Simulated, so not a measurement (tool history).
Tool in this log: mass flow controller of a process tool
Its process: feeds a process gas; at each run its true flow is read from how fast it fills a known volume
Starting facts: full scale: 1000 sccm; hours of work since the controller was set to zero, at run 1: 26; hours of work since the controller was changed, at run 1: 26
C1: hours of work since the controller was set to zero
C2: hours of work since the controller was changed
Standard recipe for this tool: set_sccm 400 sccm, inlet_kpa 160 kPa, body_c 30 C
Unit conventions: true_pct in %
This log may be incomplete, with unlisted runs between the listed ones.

{"run": 1, "hour": 0.0, "set_sccm": 400, "inlet_kpa": 160, "body_c": 30, "C1": 26, "C2": 26, "true_pct": 99.98}
{"run": 2, "hour": 57.7, "set_sccm": 400, "inlet_kpa": 160, "body_c": 25, "C1": 60, "C2": 60, "true_pct": 99.44}
{"run": 3, "hour": 112.3, "set_sccm": 400, "inlet_kpa": 160, "body_c": 25, "C1": 92, "C2": 92, "true_pct": 99.47}
{"run": 4, "hour": 235.2, "set_sccm": 400, "inlet_kpa": 160, "body_c": 30, "C1": 165, "C2": 165, "true_pct": 100.08}
{"run": 5, "hour": 355.2, "set_sccm": 400, "inlet_kpa": 160, "body_c": 30, "C1": 237, "C2": 237, "true_pct": 100.08}
{"run": 6, "hour": 431.5, "set_sccm": 400, "inlet_kpa": 160, "body_c": 30, "C1": 282, "C2": 282, "true_pct": 100.07}
{"run": 7, "hour": 516.3, "set_sccm": 400, "inlet_kpa": 160, "body_c": 30, "C1": 332, "C2": 332, "true_pct": 100.06}
{"run": 8, "hour": 580.6, "set_sccm": 400, "inlet_kpa": 160, "body_c": 30, "C1": 371, "C2": 371, "true_pct": 100.13}
{"run": 9, "hour": 660.6, "set_sccm": 400, "inlet_kpa": 213, "body_c": 30, "C1": 418, "C2": 418, "true_pct": 100.24}
{"run": 10, "hour": 713.8, "set_sccm": 400, "inlet_kpa": 213, "body_c": 30, "C1": 450, "C2": 450, "true_pct": 100.18}
{"run": 11, "hour": 824.7, "set_sccm": 400, "inlet_kpa": 160, "body_c": 33, "C1": 516, "C2": 516, "true_pct": 100.57}
{"run": 12, "hour": 923.6, "set_sccm": 400, "inlet_kpa": 160, "body_c": 33, "C1": 575, "C2": 575, "true_pct": 100.64}
{"run": 13, "hour": 987.2, "set_sccm": 400, "inlet_kpa": 160, "body_c": 25, "C1": 612, "C2": 612, "true_pct": 99.76}
{"run": 14, "hour": 1115.2, "set_sccm": 129, "inlet_kpa": 160, "body_c": 30, "C1": 688, "C2": 688, "true_pct": 99.97}
{"run": 15, "hour": 1221.0, "set_sccm": 129, "inlet_kpa": 160, "body_c": 30, "C1": 751, "C2": 751, "true_pct": 100.18}
{"run": 16, "hour": 1283.8, "set_sccm": 400, "inlet_kpa": 160, "body_c": 30, "C1": 789, "C2": 789, "true_pct": 100.32}
{"run": 17, "hour": 1370.5, "set_sccm": 319, "inlet_kpa": 160, "body_c": 21, "C1": 840, "C2": 840, "true_pct": 99.43}
{"run": 18, "hour": 1474.2, "set_sccm": 628, "inlet_kpa": 264, "body_c": 27, "C1": 902, "C2": 902, "true_pct": 100.43}
{"run": 19, "hour": 1593.6, "set_sccm": 628, "inlet_kpa": 264, "body_c": 27, "C1": 973, "C2": 973, "true_pct": 100.59}
{"run": 20, "hour": 1719.5, "set_sccm": 430, "inlet_kpa": 160, "body_c": 22, "C1": 1048, "C2": 1048, "true_pct": 99.69}
{"run": 21, "hour": 1810.6, "set_sccm": 430, "inlet_kpa": 160, "body_c": 36, "C1": 1102, "C2": 1102, "true_pct": 101.19}
{"run": 22, "hour": 1891.2, "set_sccm": 364, "inlet_kpa": 273, "body_c": 25, "C1": 1150, "C2": 1150, "true_pct": 100.28}
{"run": 23, "hour": 1982.4, "set_sccm": 364, "inlet_kpa": 273, "body_c": 25, "C1": 1204, "C2": 1204, "true_pct": 100.42}
{"run": 24, "hour": 2092.9, "set_sccm": 185, "inlet_kpa": 151, "body_c": 25, "C1": 1270, "C2": 1270, "true_pct": 99.97}
{"run": 25, "hour": 2196.7, "set_sccm": 319, "inlet_kpa": 162, "body_c": 30, "C1": 1331, "C2": 1331, "true_pct": 100.71}
{"run": 26, "hour": 2290.8, "set_sccm": 290, "inlet_kpa": 162, "body_c": 30, "C1": 1387, "C2": 1387, "true_pct": 100.71}
{"run": 27, "hour": 2351.5, "set_sccm": 290, "inlet_kpa": 162, "body_c": 30, "C1": 1423, "C2": 1423, "true_pct": 100.71}
{"run": 28, "hour": 2413.6, "set_sccm": 290, "inlet_kpa": 162, "body_c": 30, "C1": 1460, "C2": 1460, "true_pct": 100.81}
{"run": 29, "hour": 2518.3, "set_sccm": 591, "inlet_kpa": 248, "body_c": 37, "C1": 1522, "C2": 1522, "true_pct": 101.85}
{"run": 30, "hour": 2575.7, "set_sccm": 754, "inlet_kpa": 160, "body_c": 23, "C1": 1557, "C2": 1557, "true_pct": 100.42}
{"run": 31, "hour": 2694.7, "set_sccm": 111, "inlet_kpa": 232, "body_c": 32, "C1": 1627, "C2": 1627, "true_pct": 100.84}

Table of differences, measured result less the result of that run with no hidden state. Run-to-run variation is the same in both. Gauge scatter possibly is not:
Unlogged tool condition in this case: flow at rest that the sensor doesn't see, % of full scale; true flow over the shown one, %; drift of the gauge itself on true_pct, %.
run=1 true_pct=+0
run=2 true_pct=+0.01
run=3 true_pct=+0.04
run=4 true_pct=+0.08
run=5 true_pct=+0.13
run=6 true_pct=+0.15
run=7 true_pct=+0.18
run=8 true_pct=+0.21
run=9 true_pct=+0.23
run=10 true_pct=+0.25
run=11 true_pct=+0.29
run=12 true_pct=+0.33
run=13 true_pct=+0.34
run=14 true_pct=+0.4
run=15 true_pct=+0.43
run=16 true_pct=+0.45
run=17 true_pct=+0.48
run=18 true_pct=+0.52
run=19 true_pct=+0.56
run=20 true_pct=+0.6
run=21 true_pct=+0.64
run=22 true_pct=+0.66
run=23 true_pct=+0.7
run=24 true_pct=+0.73
run=25 true_pct=+0.78
run=26 true_pct=+0.8
run=27 true_pct=+0.83
run=28 true_pct=+0.85
run=29 true_pct=+0.9
run=30 true_pct=+0.91
run=31 true_pct=+0.95
